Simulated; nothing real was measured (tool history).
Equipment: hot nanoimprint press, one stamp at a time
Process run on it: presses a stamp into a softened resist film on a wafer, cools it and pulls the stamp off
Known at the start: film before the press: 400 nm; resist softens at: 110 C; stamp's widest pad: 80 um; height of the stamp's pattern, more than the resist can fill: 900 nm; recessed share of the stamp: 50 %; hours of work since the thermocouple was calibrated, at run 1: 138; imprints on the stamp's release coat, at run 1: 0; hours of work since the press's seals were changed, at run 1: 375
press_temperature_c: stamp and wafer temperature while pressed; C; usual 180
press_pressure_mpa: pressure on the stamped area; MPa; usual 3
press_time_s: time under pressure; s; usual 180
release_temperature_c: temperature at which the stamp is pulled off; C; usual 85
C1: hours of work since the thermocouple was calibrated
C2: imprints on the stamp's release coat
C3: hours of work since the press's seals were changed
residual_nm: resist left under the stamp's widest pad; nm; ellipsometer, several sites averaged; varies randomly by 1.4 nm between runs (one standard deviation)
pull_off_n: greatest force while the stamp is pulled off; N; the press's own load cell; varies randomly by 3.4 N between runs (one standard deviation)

run 1 day=0 | press_temperature_c=180 press_pressure_mpa=3 press_time_s=180 release_temperature_c=85 | C1=138 C2=0 C3=375 | residual_nm=221.9 pull_off_n=162
run 2 day=1.667 | press_temperature_c=168 press_pressure_mpa=3 press_time_s=180 release_temperature_c=85 | C1=162 C2=117 C3=399 | residual_nm=338.2 pull_off_n=170
run 3 day=2.675 | press_temperature_c=180 press_pressure_mpa=3 press_time_s=180 release_temperature_c=85 | C1=177 C2=188 C3=413 | residual_nm=224 pull_off_n=175
run 4 day=4.838 | press_temperature_c=180 press_pressure_mpa=3 press_time_s=180 release_temperature_c=85 | C1=208 C2=341 C3=445 | residual_nm=227.4 pull_off_n=180
run 5 day=7.2 | press_temperature_c=180 press_pressure_mpa=3 press_time_s=180 release_temperature_c=85 | C1=242 C2=508 C3=479 | residual_nm=226.9 pull_off_n=190
run 6 day=9.017 | press_temperature_c=180 press_pressure_mpa=3 press_time_s=180 release_temperature_c=85 | C1=269 C2=636 C3=506 | residual_nm=229.8 pull_off_n=201
-- day=9.65 stamp cleaned and given a new release coat
run 7 day=11.238 | press_temperature_c=180 press_pressure_mpa=3 press_time_s=180 release_temperature_c=85 | C1=298 C2=112 C3=534 | residual_nm=231.1 pull_off_n=176
-- day=13.183 plate thermocouple calibrated
run 8 day=13.392 | press_temperature_c=180 press_pressure_mpa=3 press_time_s=180 release_temperature_c=85 | C1=3 C2=255 C3=564 | residual_nm=239.3 pull_off_n=189
run 9 day=14.638 | press_temperature_c=172 press_pressure_mpa=3 press_time_s=180 release_temperature_c=85 | C1=21 C2=343 C3=582 | residual_nm=321.1 pull_off_n=189
run 10 day=16.708 | press_temperature_c=180 press_pressure_mpa=3 press_time_s=180 release_temperature_c=81 | C1=51 C2=490 C3=612 | residual_nm=240.2 pull_off_n=217
run 11 day=18.729 | press_temperature_c=180 press_pressure_mpa=3 press_time_s=180 release_temperature_c=85 | C1=81 C2=632 C3=641 | residual_nm=242.2 pull_off_n=210
-- day=19.412 stamp cleaned and given a new release coat
run 12 day=20.496 | press_temperature_c=180 press_pressure_mpa=3 press_time_s=180 release_temperature_c=85 | C1=103 C2=76 C3=663 | residual_nm=243 pull_off_n=174
run 13 day=22.071 | press_temperature_c=180 press_pressure_mpa=3 press_time_s=180 release_temperature_c=80 | C1=126 C2=187 C3=686 | residual_nm=243.7 pull_off_n=204
run 14 day=23.9 | press_temperature_c=182 press_pressure_mpa=3 press_time_s=180 release_temperature_c=85 | C1=152 C2=316 C3=713 | residual_nm=228 pull_off_n=188
run 15 day=25.588 | press_temperature_c=182 press_pressure_mpa=3 press_time_s=180 release_temperature_c=85 | C1=177 C2=435 C3=737 | residual_nm=225.5 pull_off_n=194
-- day=26.471 plate thermocouple calibrated, once more
run 16 day=27.092 | press_temperature_c=182 press_pressure_mpa=3 press_time_s=180 release_temperature_c=85 | C1=9 C2=533 C3=757 | residual_nm=199.4 pull_off_n=196
-- day=29.2 stamp cleaned and given a new release coat
run 17 day=29.517 | press_temperature_c=185 press_pressure_mpa=3.09 press_time_s=180 release_temperature_c=71 | C1=41 C2=22 C3=789 | residual_nm=169.6 pull_off_n=230
run 18 day=31.292 | press_temperature_c=177 press_pressure_mpa=3 press_time_s=180 release_temperature_c=85 | C1=66 C2=148 C3=815 | residual_nm=252.1 pull_off_n=171
run 19 day=33.271 | press_temperature_c=177 press_pressure_mpa=3 press_time_s=180 release_temperature_c=85 | C1=95 C2=287 C3=843 | residual_nm=251.5 pull_off_n=175
run 20 day=35.35 | press_temperature_c=180 press_pressure_mpa=4.34 press_time_s=180 release_temperature_c=85 | C1=125 C2=434 C3=874 | residual_nm=193 pull_off_n=190
-- day=36.8 press's hydraulic seals changed and the load cell set to zero
run 21 day=37.433 | press_temperature_c=175 press_pressure_mpa=4.12 press_time_s=180 release_temperature_c=75 | C1=151 C2=558 C3=9 | residual_nm=244.1 pull_off_n=245
-- day=39.238 stamp cleaned and given a new release coat
run 22 day=39.817 | press_temperature_c=186 press_pressure_mpa=2.25 press_time_s=180 release_temperature_c=75 | C1=182 C2=41 C3=40 | residual_nm=191.9 pull_off_n=214
run 23 day=40.821 | press_temperature_c=186 press_pressure_mpa=4.21 press_time_s=180 release_temperature_c=76 | C1=196 C2=112 C3=55 | residual_nm=140.7 pull_off_n=221
run 24 day=42.738 | press_temperature_c=186 press_pressure_mpa=4.21 press_time_s=180 release_temperature_c=76 | C1=224 C2=247 C3=83 | residual_nm=141.8 pull_off_n=223
run 25 day=45.067 | press_temperature_c=185 press_pressure_mpa=3 press_time_s=355 release_temperature_c=85 | C1=258 C2=412 C3=116 | residual_nm=138.4 pull_off_n=184
run 26 day=46.538 | press_temperature_c=180 press_pressure_mpa=4.62 press_time_s=97 release_temperature_c=85 | C1=279 C2=515 C3=138 | residual_nm=232.6 pull_off_n=190
-- day=48.821 stamp cleaned and given a new release coat
run 27 day=48.929 | press_temperature_c=180 press_pressure_mpa=4.62 press_time_s=97 release_temperature_c=85 | C1=311 C2=8 C3=169 | residual_nm=236.2 pull_off_n=178
-- day=50.138 plate thermocouple calibrated
run 28 day=51.379 | press_temperature_c=180 press_pressure_mpa=4.62 press_time_s=97 release_temperature_c=85 | C1=18 C2=171 C3=203 | residual_nm=221 pull_off_n=169
run 29 day=53.046 | press_temperature_c=180 press_pressure_mpa=2.87 press_time_s=352 release_temperature_c=79 | C1=42 C2=289 C3=227 | residual_nm=171.9 pull_off_n=213

Branching from run 29: 4 alternative next runs. What would each branch give?
run A day=55.325 | press_temperature_c=180 press_pressure_mpa=2.87 press_time_s=354 release_temperature_c=73 | C1=75 C2=450 C3=260 | residual_nm=? pull_off_n=?
run B day=55.325 | press_temperature_c=180 press_pressure_mpa=2.85 press_time_s=352 release_temperature_c=79 | C1=75 C2=450 C3=260 | residual_nm=? pull_off_n=?
run C day=55.325 | press_temperature_c=182 press_pressure_mpa=2.87 press_time_s=352 release_temperature_c=79 | C1=75 C2=450 C3=260 | residual_nm=? pull_off_n=?
run D day=55.325 | press_temperature_c=180 press_pressure_mpa=2.87 press_time_s=282 release_temperature_c=89 | C1=75 C2=450 C3=260 | residual_nm=? pull_off_n=?

run=A residual_nm=173.7 pull_off_n=239
run=B residual_nm=172.8 pull_off_n=218
run=C residual_nm=155.9 pull_off_n=223
run=D residual_nm=190.7 pull_off_n=166
Had the tool no hidden state, the same runs would have come out as:
run=A residual_nm=169.2 pull_off_n=211
run=B residual_nm=168.2 pull_off_n=192
run=C residual_nm=151.7 pull_off_n=197
run=D residual_nm=185.9 pull_off_n=146
